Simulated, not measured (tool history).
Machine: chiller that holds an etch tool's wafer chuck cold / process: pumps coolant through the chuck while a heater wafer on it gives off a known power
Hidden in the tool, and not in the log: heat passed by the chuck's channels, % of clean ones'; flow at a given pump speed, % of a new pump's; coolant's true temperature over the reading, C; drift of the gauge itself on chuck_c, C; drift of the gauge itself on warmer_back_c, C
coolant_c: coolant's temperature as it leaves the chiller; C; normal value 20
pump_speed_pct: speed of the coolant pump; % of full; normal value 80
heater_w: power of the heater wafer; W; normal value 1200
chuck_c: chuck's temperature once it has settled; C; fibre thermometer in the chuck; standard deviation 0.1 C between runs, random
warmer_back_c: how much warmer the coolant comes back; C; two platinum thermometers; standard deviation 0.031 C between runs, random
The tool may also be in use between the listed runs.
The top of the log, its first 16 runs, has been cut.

run,hour,coolant_c,pump_speed_pct,heater_w,hours since the coolant was changed and the channels were flushed,hours since the pump was overhauled,hours since the chiller's thermometer was calibrated,chuck_c,warmer_back_c
17,1641.8,20,80,1200,4510,3776,1642,32.8,2.99
# hour 1684.2: coolant changed, channels flushed
18,1773.7,18,98,1200,89,3901,1768,29.1,2.36
19,1835.7,16,98,1200,151,3963,1830,27.2,2.37
20,1975.5,27,65,1080,291,4103,1970,40.3,3.38
21,2114.3,20,61,1200,430,4242,2108,35.4,4.02
22,2218.2,20,80,984,534,4346,2212,30.5,2.41
23,2329.1,20,64,771,645,4457,2323,29.5,2.38
24,2444.3,12,80,1200,760,4572,2438,24.8,2.99
# hour 2478.3: chiller's thermometer calibrated
25,2574.3,20,78,627,889,4701,96,26.8,1.62
26,2685.4,16,78,857,1000,4812,207,25.4,2.15
27,2765.8,16,78,857,1081,4893,287,25.3,2.19
28,2888.2,16,78,857,1203,5015,410,25.3,2.15
29,2968.5,18,98,1169,1283,5095,490,29.0,2.24
30,3067.9,11,76,938,1383,5195,590,21.4,2.44
# hour 3133.2: coolant pump overhauled
31,3133.2,20,68,1200,1443,0,650,34.2,3.49

Consider 4 possible next runs. They are alternatives, not a sequence: every one starts from the tool as it was left by run 31. What does each give?
A,3240.9,11,63,987,1551,108,758,?,?
B,3240.9,20,68,1036,1551,108,758,?,?
C,3240.9,12,62,1145,1551,108,758,?,?
D,3240.9,14,80,1219,1551,108,758,?,?

run,chuck_c,warmer_back_c
A,23.5,3.11
B,32.3,3.03
C,26.5,3.79
D,26.9,2.97
Without the tool's unlogged condition, the same runs would have read:
run,chuck_c,warmer_back_c
A,23.5,3.11
B,32.3,3.03
C,26.5,3.79
D,26.9,2.97

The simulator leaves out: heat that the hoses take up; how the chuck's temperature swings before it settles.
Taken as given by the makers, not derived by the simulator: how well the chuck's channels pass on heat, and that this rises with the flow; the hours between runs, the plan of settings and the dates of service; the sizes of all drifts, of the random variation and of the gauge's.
